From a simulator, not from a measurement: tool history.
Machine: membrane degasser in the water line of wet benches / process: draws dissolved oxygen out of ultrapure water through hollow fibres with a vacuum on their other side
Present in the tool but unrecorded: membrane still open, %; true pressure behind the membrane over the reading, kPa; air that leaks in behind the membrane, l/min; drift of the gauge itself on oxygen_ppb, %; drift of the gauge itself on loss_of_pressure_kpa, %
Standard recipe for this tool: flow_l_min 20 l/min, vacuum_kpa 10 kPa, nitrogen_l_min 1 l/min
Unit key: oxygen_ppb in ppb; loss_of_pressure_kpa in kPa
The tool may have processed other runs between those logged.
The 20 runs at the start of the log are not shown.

run    hour  flow_l_min  vacuum_kpa  nitrogen_l_min  hours since the membrane was changed  hours since the vacuum gauge was calibrated  hours since the vacuum lines were made tight  oxygen_ppb  loss_of_pressure_kpa
 21  3873.2          20          10            0.56                                  8485                                          664                                          2179       551.7                 34.33
 22  4128.3          20          10            0.56                                  8740                                          919                                          2435       556.6                 34.15
 23  4371.3          20          10            0.56                                  8983                                         1162                                          2677       557.2                 34.28
 24  4529.5          20         9.8               1                                  9141                                         1320                                          2836       369.5                 33.82
 25  4731.8          15         9.3            0.87                                  9344                                         1522                                          3038       269.4                 26.04
 26  4852.8          15         9.2            0.65                                  9465                                         1643                                          3159         329                 25.68
 27  4999.8          15         9.2            0.65                                  9612                                         1790                                          3306         329                 25.67
 28  5232.7          17          10            2.87                                  9845                                         2023                                          3539       152.2                 29.19
 29    5408          17          10            2.87                                 10020                                         2198                                          3714       149.4                 29.02
 30  5657.1          17          10            2.87                                 10269                                         2448                                          3963       153.3                 29.13
 31    5798          18         9.6            0.57                                 10410                                         2588                                          4104       466.5                 30.45
 32  5991.2          18         9.6            0.57                                 10603                                         2782                                          4297       461.3                 30.41
 33  6205.5          17          10            1.82                                 10817                                         2996                                          4512         200                 28.86

Below are 3 alternative next runs, each starting from the tool's condition after run 33. Predict each:
  A  6455.1          20        10.7               1                                 11067                                         3246                                          4761           ?                     ?
  B  6455.1          17         8.9            0.52                                 11067                                         3246                                          4761           ?                     ?
  C  6455.1          14        10.6            1.82                                 11067                                         3246                                          4761           ?                     ?

run  oxygen_ppb  loss_of_pressure_kpa
  A       408.5                  33.9
  B       424.2                 28.82
  C       163.7                 23.83
Take away the tool's hidden state, keep each run's random variation, and the runs would have read:
run  oxygen_ppb  loss_of_pressure_kpa
  A       408.1                 34.73
  B       423.9                 29.52
  C       163.5                 24.41

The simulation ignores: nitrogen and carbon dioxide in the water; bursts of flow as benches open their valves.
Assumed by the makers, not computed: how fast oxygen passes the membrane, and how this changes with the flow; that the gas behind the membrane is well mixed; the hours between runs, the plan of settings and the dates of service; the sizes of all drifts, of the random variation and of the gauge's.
